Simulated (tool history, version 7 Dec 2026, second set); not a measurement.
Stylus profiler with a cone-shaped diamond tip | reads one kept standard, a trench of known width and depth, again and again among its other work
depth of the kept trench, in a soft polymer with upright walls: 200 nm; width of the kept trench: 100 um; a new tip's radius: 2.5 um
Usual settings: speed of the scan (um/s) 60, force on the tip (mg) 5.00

| run | hour | speed of the scan (um/s) | force on the tip (mg) | depth of the trench (angstrom) | width of the trench's floor (µm) |
|---|---|---|---|---|---|
| 1 | 0.0 | 60 | 5.00 | 2048.2 | 97.63 |
| 2 | 7.8 | 60 | 5.00 | 2049.1 | 97.56 |
| 3 | 16.0 | 60 | 5.00 | 2049.1 | 97.59 |
| 4 | 22.9 | 60 | 5.00 | 2047.8 | 97.54 |
| 5 | 36.8 | 60 | 5.00 | 2048.2 | 97.59 |
| 6 | 43.9 | 42 | 5.00 | 2047.2 | 97.59 |
| 7 | 53.4 | 42 | 5.00 | 2048.6 | 97.64 |
| 8 | 62.9 | 42 | 5.00 | 2048.1 | 97.59 |
| 9 | 75.9 | 42 | 5.00 | 2047.5 | 97.61 |
| 10 | 88.0 | 85 | 5.00 | 2047.1 | 97.43 |
| 11 | 101.8 | 60 | 3.79 | 2039.3 | 97.53 |
| 12 | 109.0 | 60 | 3.79 | 2039.2 | 97.50 |
| 13 | 117.6 | 190 | 5.00 | 2047.7 | 97.06 |
| 14 | 129.4 | 60 | 5.00 | 2047.6 | 97.50 |
| 15 | 136.2 | 60 | 5.00 | 2048.5 | 97.52 |
| 16 | 146.7 | 60 | 5.00 | 2048.2 | 97.52 |
| 17 | 161.6 | 60 | 5.00 | 2048.2 | 97.49 |
| 18 | 170.0 | 60 | 5.00 | 2047.4 | 97.48 |
| 19 | 177.6 | 45 | 5.00 | 2046.1 | 97.51 |
| 20 | 191.4 | 175 | 5.00 | 2045.2 | 97.11 |
| 21 | 197.8 | 183 | 14.37 | 2098.4 | 97.29 |
| 22 | 212.1 | 235 | 6.90 | 2058.0 | 96.97 |
| 23 | 218.6 | 60 | 3.56 | 2035.7 | 97.54 |
| 24 | 231.7 | 60 | 3.56 | 2036.0 | 97.46 |
| 25 | 247.0 | 60 | 8.93 | 2070.1 | 97.50 |
| 26 | 262.2 | 32 | 2.18 | 2029.8 | 97.48 |
| 27 | 275.3 | 105 | 1.80 | 2025.2 | 97.03 |
| 28 | 290.9 | 207 | 7.99 | 2069.8 | 97.10 |
| 29 | 297.3 | 26 | 2.04 | 2028.5 | 97.52 |
| 30 | 306.0 | 213 | 1.80 | 2025.0 | 96.43 |
| 31 | 313.6 | 60 | 14.17 | 2102.4 | 97.51 |
| 32 | 321.2 | 23 | 2.63 | 2032.8 | 97.51 |
| 33 | 333.2 | 23 | 2.63 | 2033.4 | 97.55 |
| 34 | 347.9 | 22 | 5.00 | 2049.6 | 97.56 |

Taken out of this log: 2 entries between the listed runs. Where each belongs, and how the hidden state differs across it:
Between runs 18 and 19: height scale calibrated on a step standard (hour 171.2)
  radius of the tip, um: 3.39 -> 3.4; height scale over the true one, %: -0.147 -> -0.233
  measured less the result without the state, depth of the trench (angstrom): -3.0 -> -4.8; width of the trench's floor (µm): -0.33 -> -0.34
Between runs 25 and 26: height scale calibrated on a step standard, once more (hour 248.2)
  radius of the tip, um: 3.5 -> 3.52; height scale over the true one, %: -0.243 -> -0.005
  measured less the result without the state, depth of the trench (angstrom): -5.1 -> -0.1; width of the trench's floor (µm): -0.37 -> -0.39

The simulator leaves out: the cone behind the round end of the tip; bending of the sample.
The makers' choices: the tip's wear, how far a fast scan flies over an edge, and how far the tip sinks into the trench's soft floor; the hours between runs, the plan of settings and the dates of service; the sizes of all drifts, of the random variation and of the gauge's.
